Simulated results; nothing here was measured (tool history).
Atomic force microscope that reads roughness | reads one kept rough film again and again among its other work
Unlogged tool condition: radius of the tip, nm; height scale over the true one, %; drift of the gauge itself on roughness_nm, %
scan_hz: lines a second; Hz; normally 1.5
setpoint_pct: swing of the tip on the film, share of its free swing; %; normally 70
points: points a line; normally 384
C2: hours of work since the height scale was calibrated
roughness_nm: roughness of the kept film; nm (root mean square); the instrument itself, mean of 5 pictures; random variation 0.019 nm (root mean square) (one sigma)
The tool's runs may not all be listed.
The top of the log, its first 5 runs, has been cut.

{"run": 6, "hour": 89.5, "scan_hz": 1.5, "setpoint_pct": 70, "points": 384, "pictures with this tip": 281, "C2": 96, "roughness_nm": 3.911}
{"run": 7, "hour": 103.2, "scan_hz": 1.5, "setpoint_pct": 82, "points": 384, "pictures with this tip": 306, "C2": 106, "roughness_nm": 3.757}
{"run": 8, "hour": 112.3, "scan_hz": 1.5, "setpoint_pct": 85, "points": 384, "pictures with this tip": 323, "C2": 113, "roughness_nm": 3.703}
{"run": 9, "hour": 127.1, "scan_hz": 1.5, "setpoint_pct": 85, "points": 384, "pictures with this tip": 350, "C2": 124, "roughness_nm": 3.637}
{"hour": 140.3, "done": "new tip fitted"}
{"run": 10, "hour": 140.3, "scan_hz": 1.5, "setpoint_pct": 85, "points": 384, "pictures with this tip": 0, "C2": 134, "roughness_nm": 4.436}
{"run": 11, "hour": 160.0, "scan_hz": 1.5, "setpoint_pct": 85, "points": 384, "pictures with this tip": 36, "C2": 149, "roughness_nm": 4.328}
{"run": 12, "hour": 178.9, "scan_hz": 1.5, "setpoint_pct": 85, "points": 384, "pictures with this tip": 71, "C2": 163, "roughness_nm": 4.268}
{"run": 13, "hour": 193.3, "scan_hz": 1.5, "setpoint_pct": 70, "points": 384, "pictures with this tip": 97, "C2": 174, "roughness_nm": 4.357}
{"run": 14, "hour": 209.0, "scan_hz": 1.5, "setpoint_pct": 70, "points": 384, "pictures with this tip": 126, "C2": 186, "roughness_nm": 4.274}
{"run": 15, "hour": 224.5, "scan_hz": 1.5, "setpoint_pct": 70, "points": 384, "pictures with this tip": 154, "C2": 198, "roughness_nm": 4.231}
{"run": 16, "hour": 237.5, "scan_hz": 1.5, "setpoint_pct": 70, "points": 384, "pictures with this tip": 178, "C2": 208, "roughness_nm": 4.12}
{"run": 17, "hour": 250.1, "scan_hz": 1.5, "setpoint_pct": 70, "points": 384, "pictures with this tip": 201, "C2": 218, "roughness_nm": 4.115}
{"run": 18, "hour": 270.5, "scan_hz": 1.5, "setpoint_pct": 70, "points": 384, "pictures with this tip": 238, "C2": 233, "roughness_nm": 4.028}
{"run": 19, "hour": 291.6, "scan_hz": 1.36, "setpoint_pct": 65, "points": 384, "pictures with this tip": 276, "C2": 249, "roughness_nm": 4.009}
{"run": 20, "hour": 309.7, "scan_hz": 1.5, "setpoint_pct": 70, "points": 512, "pictures with this tip": 309, "C2": 263, "roughness_nm": 3.91}
{"run": 21, "hour": 318.5, "scan_hz": 1.5, "setpoint_pct": 70, "points": 512, "pictures with this tip": 325, "C2": 270, "roughness_nm": 3.887}
{"run": 22, "hour": 334.1, "scan_hz": 3.47, "setpoint_pct": 58, "points": 709, "pictures with this tip": 354, "C2": 282, "roughness_nm": 3.799}
{"hour": 345.5, "done": "new tip fitted"}
{"run": 23, "hour": 355.1, "scan_hz": 0.93, "setpoint_pct": 68, "points": 310, "pictures with this tip": 17, "C2": 297, "roughness_nm": 4.734}
{"run": 24, "hour": 368.8, "scan_hz": 0.93, "setpoint_pct": 68, "points": 310, "pictures with this tip": 42, "C2": 308, "roughness_nm": 4.682}
{"run": 25, "hour": 381.0, "scan_hz": 2.56, "setpoint_pct": 81, "points": 374, "pictures with this tip": 65, "C2": 317, "roughness_nm": 4.168}
{"run": 26, "hour": 399.0, "scan_hz": 0.73, "setpoint_pct": 64, "points": 550, "pictures with this tip": 98, "C2": 331, "roughness_nm": 4.552}
{"run": 27, "hour": 414.7, "scan_hz": 0.53, "setpoint_pct": 63, "points": 550, "pictures with this tip": 126, "C2": 343, "roughness_nm": 4.499}
{"run": 28, "hour": 433.5, "scan_hz": 1.39, "setpoint_pct": 82, "points": 384, "pictures with this tip": 160, "C2": 357, "roughness_nm": 4.128}
{"run": 29, "hour": 445.2, "scan_hz": 2.24, "setpoint_pct": 57, "points": 283, "pictures with this tip": 182, "C2": 366, "roughness_nm": 4.267}
{"run": 30, "hour": 463.0, "scan_hz": 2.24, "setpoint_pct": 57, "points": 380, "pictures with this tip": 214, "C2": 380, "roughness_nm": 4.204}

The next listed run, before its measurement:
{"run": 31, "hour": 480.0, "scan_hz": 0.78, "setpoint_pct": 84, "points": 380, "pictures with this tip": 245, "C2": 393, "roughness_nm": "?"}

roughness_nm: 4.072 nm (root mean square)
With no hidden state in the tool, this same run would have given roughness_nm 4.677 nm (root mean square).

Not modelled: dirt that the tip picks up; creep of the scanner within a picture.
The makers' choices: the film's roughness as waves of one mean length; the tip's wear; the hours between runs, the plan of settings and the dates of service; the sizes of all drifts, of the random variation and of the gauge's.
